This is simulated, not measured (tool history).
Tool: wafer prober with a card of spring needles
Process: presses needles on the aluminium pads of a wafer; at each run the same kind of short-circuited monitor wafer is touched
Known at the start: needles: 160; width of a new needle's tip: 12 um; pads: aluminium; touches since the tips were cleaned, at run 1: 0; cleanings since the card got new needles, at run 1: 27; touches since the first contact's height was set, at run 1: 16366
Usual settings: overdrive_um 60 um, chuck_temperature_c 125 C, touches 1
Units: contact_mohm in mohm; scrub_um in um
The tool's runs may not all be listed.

run	hour	overdrive_um	chuck_temperature_c	touches	touches since the tips were cleaned	cleanings since the card got new needles	touches since the first contact's height was set	contact_mohm	scrub_um
1	0.0	60	125	1	0	27	16366	224	12.75
# hour 19.8: tips cleaned on abrasive film
# hour 38.1: tips cleaned on abrasive film
2	38.1	60	125	1	0	29	31003	234	12.67
# hour 58.3: tips cleaned on abrasive film
3	65.7	60	125	1	2874	30	41631	280	12.72
# hour 78.5: tips cleaned on abrasive film
# hour 96.3: tips cleaned on abrasive film
4	113.4	60	125	1	6633	32	59966	312	12.69
# hour 117.9: tips cleaned on abrasive film
# hour 136.5: tips cleaned on abrasive film
5	137.0	60	125	1	196	34	68977	230	12.65
# hour 155.0: tips cleaned on abrasive film
6	169.3	60	125	1	5519	35	81412	302	12.62
# hour 172.7: tips cleaned on abrasive film
# hour 189.8: tips cleaned on abrasive film, once more
7	207.0	60	125	1	6624	37	95880	311	12.63
# hour 209.4: tips cleaned on abrasive film
# hour 217.8: height of the first contact set anew
# hour 227.7: tips cleaned on abrasive film
# hour 248.7: tips cleaned on abrasive film
8	248.8	60	125	1	32	40	11885	230	12.73
# hour 270.3: tips cleaned on abrasive film
# hour 289.1: tips cleaned on abrasive film
9	294.0	78	125	1	1886	42	29262	253	16.54
# hour 310.2: tips cleaned on abrasive film
# hour 329.2: tips cleaned on abrasive film
10	335.2	78	125	1	2286	44	45070	250	16.52
# hour 349.6: tips cleaned on abrasive film
11	360.0	60	125	1	4005	45	54612	290	12.74
# hour 370.5: tips cleaned on abrasive film
# hour 388.7: tips cleaned on abrasive film
12	397.2	60	125	1	3280	47	68916	289	12.66
# hour 408.3: tips cleaned on abrasive film
# hour 427.1: tips cleaned on abrasive film
13	432.1	60	125	1	1948	49	82309	265	12.54
# hour 446.1: tips cleaned on abrasive film
# hour 463.9: tips cleaned on abrasive film
# hour 476.1: height of the first contact set anew
# hour 484.9: tips cleaned on abrasive film
14	489.3	60	125	1	1684	52	5025	262	12.75
# hour 504.0: tips cleaned on abrasive film
15	517.3	52	103	3	5154	53	15824	256	11.04
# hour 521.8: tips cleaned on abrasive film
# hour 541.7: tips cleaned on abrasive film
# hour 559.5: tips cleaned on abrasive film
16	559.5	45	47	1	0	56	31980	229	9.49
# hour 577.8: tips cleaned on abrasive film
17	594.3	45	47	1	6382	57	45399	385	9.49
# hour 598.8: tips cleaned on abrasive film
# hour 618.2: tips cleaned on abrasive film
# hour 639.8: tips cleaned on abrasive film
18	649.3	45	47	1	3668	60	66506	346	9.43
# hour 657.9: tips cleaned on abrasive film
# hour 677.5: tips cleaned on abrasive film
19	679.9	45	47	1	954	62	78247	257	9.42
# hour 696.6: tips cleaned on abrasive film
# hour 715.5: tips cleaned on abrasive film
20	732.7	45	47	1	6607	64	98525	392	9.42
# hour 736.4: tips cleaned on abrasive film
# hour 736.7: height of the first contact set anew
# hour 756.3: tips cleaned on abrasive film
21	760.2	45	47	1	1496	66	9023	274	9.58
# hour 774.4: tips cleaned on abrasive film
22	791.1	45	47	1	6459	67	20929	382	9.52
# hour 794.9: tips cleaned on abrasive film
# hour 815.0: tips cleaned on abrasive film
23	820.6	45	47	1	2182	69	32246	301	9.53
# hour 835.9: tips cleaned on abrasive film
# hour 855.4: tips cleaned on abrasive film
24	864.7	60	82	2	3585	71	49184	252	12.73
# hour 874.3: tips cleaned on abrasive film
# hour 894.8: tips cleaned on abrasive film
25	899.0	76	45	1	1632	73	62357	236	16.05
# hour 914.3: tips cleaned on abrasive film
# hour 932.0: tips cleaned on abrasive film
# hour 952.7: tips cleaned on abrasive film
26	952.7	60	125	2	0	76	82975	227	12.60
# hour 972.8: tips cleaned on abrasive film
# hour 993.5: tips cleaned on abrasive film
# hour 996.7: height of the first contact set anew
27	997.2	60	125	2	1317	78	200	255	12.72
# hour 1013.6: tips cleaned on abrasive film
# hour 1032.4: tips cleaned on abrasive film
28	1049.6	56	27	1	6661	80	20356	322	11.93

3 ways to go on from here, each from the tool as it stands after run 28. What would each give?
# hour 1053.9: tips cleaned on abrasive film
# hour 1073.9: tips cleaned on abrasive film
# hour 1094.1: tips cleaned on abrasive film
A	1094.5	77	95	1	135	83	37556	?	?
# hour 1053.9: tips cleaned on abrasive film
# hour 1073.9: tips cleaned on abrasive film
# hour 1094.1: tips cleaned on abrasive film
B	1094.5	56	71	1	135	83	37556	?	?
# hour 1053.9: tips cleaned on abrasive film
# hour 1073.9: tips cleaned on abrasive film
# hour 1094.1: tips cleaned on abrasive film
C	1094.5	75	34	3	135	83	37556	?	?

run	contact_mohm	scrub_um
A	217	16.25
B	225	11.85
C	201	15.84
Without the tool's hidden state the same runs would have given:
run	contact_mohm	scrub_um
A	209	16.31
B	211	11.91
C	197	15.90
